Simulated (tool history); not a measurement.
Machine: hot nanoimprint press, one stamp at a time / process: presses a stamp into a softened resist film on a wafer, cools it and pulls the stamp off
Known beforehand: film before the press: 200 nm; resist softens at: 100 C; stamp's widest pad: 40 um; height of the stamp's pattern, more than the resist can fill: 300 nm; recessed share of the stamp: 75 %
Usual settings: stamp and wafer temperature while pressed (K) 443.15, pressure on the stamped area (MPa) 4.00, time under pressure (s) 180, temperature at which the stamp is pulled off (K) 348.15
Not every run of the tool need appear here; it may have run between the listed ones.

| run | hour | stamp and wafer temperature while pressed (K) | pressure on the stamped area (MPa) | time under pressure (s) | temperature at which the stamp is pulled off (K) | resist left under the stamp's widest pad (angstrom) | greatest force while the stamp is pulled off (N) |
|---|---|---|---|---|---|---|---|
| 1 | 0.0 | 443.15 | 4.00 | 180 | 348.15 | 1250 | 204 |
|  | 23.0 | plate thermocouple calibrated |
|  | 34.6 | stamp cleaned and given a new release coat |
| 2 | 47.9 | 443.15 | 4.00 | 180 | 348.15 | 1283 | 184 |
| 3 | 70.1 | 443.15 | 4.00 | 180 | 348.15 | 1273 | 187 |
| 4 | 105.1 | 443.15 | 3.06 | 180 | 348.15 | 1376 | 186 |
|  | 137.9 | plate thermocouple calibrated, once more |
| 5 | 141.6 | 443.15 | 3.06 | 180 | 348.15 | 1303 | 185 |
| 6 | 165.2 | 443.15 | 3.06 | 180 | 348.15 | 1305 | 177 |
| 7 | 192.1 | 443.15 | 3.06 | 180 | 348.15 | 1304 | 179 |
| 8 | 217.1 | 443.15 | 3.06 | 180 | 348.15 | 1305 | 193 |
| 9 | 235.3 | 443.15 | 3.06 | 180 | 348.15 | 1308 | 191 |
| 10 | 251.2 | 443.15 | 3.06 | 180 | 348.15 | 1315 | 192 |
| 11 | 280.3 | 443.15 | 3.06 | 180 | 348.15 | 1310 | 189 |
| 12 | 313.1 | 443.15 | 3.06 | 180 | 348.15 | 1318 | 200 |
| 13 | 341.3 | 443.15 | 4.00 | 100 | 348.15 | 1417 | 199 |
| 14 | 364.8 | 441.15 | 3.61 | 146 | 355.15 | 1394 | 176 |
| 15 | 400.2 | 453.15 | 5.83 | 180 | 355.15 | 750 | 189 |
| 16 | 420.6 | 443.15 | 4.00 | 180 | 353.15 | 1214 | 189 |
| 17 | 436.7 | 443.15 | 4.00 | 180 | 354.15 | 1219 | 184 |
| 18 | 473.8 | 448.15 | 4.00 | 180 | 348.15 | 1043 | 206 |
| 19 | 503.3 | 443.15 | 4.00 | 296 | 349.15 | 1031 | 202 |
|  | 534.8 | stamp cleaned and given a new release coat |
| 20 | 536.6 | 443.15 | 4.00 | 296 | 349.15 | 1026 | 171 |
| 21 | 564.0 | 443.15 | 4.00 | 296 | 349.15 | 1033 | 177 |
| 22 | 587.9 | 435.15 | 4.10 | 117 | 338.15 | 1625 | 205 |
| 23 | 606.4 | 443.15 | 3.82 | 180 | 352.15 | 1235 | 175 |
| 24 | 644.8 | 443.15 | 3.82 | 180 | 352.15 | 1246 | 180 |
| 25 | 675.3 | 443.15 | 2.52 | 225 | 348.15 | 1330 | 177 |
| 26 | 700.9 | 448.15 | 2.52 | 225 | 348.15 | 1159 | 189 |

Per-run results on a tool with no hidden state, each run keeping its own random variation:
What the log doesn't record here: true temperature over the reading, C; pressure that arrives at the usual setting, %; grip of the stamp's worn release coat, % over a new coat's; drift of the gauge itself on residual_nm, %; drift of the gauge itself on pull_off_n, %.
| run | resist left under the stamp's widest pad (angstrom) | greatest force while the stamp is pulled off (N) |
|---|---|---|
| 1 | 1201 | 170 |
| 2 | 1203 | 178 |
| 3 | 1192 | 179 |
| 4 | 1296 | 177 |
| 5 | 1305 | 178 |
| 6 | 1306 | 169 |
| 7 | 1303 | 169 |
| 8 | 1303 | 180 |
| 9 | 1305 | 177 |
| 10 | 1311 | 177 |
| 11 | 1304 | 173 |
| 12 | 1310 | 181 |
| 13 | 1407 | 178 |
| 14 | 1383 | 156 |
| 15 | 738 | 165 |
| 16 | 1198 | 164 |
| 17 | 1203 | 158 |
| 18 | 1025 | 175 |
| 19 | 1011 | 170 |
| 20 | 1005 | 170 |
| 21 | 1010 | 174 |
| 22 | 1604 | 200 |
| 23 | 1208 | 169 |
| 24 | 1218 | 172 |
| 25 | 1303 | 166 |
| 26 | 1131 | 176 |
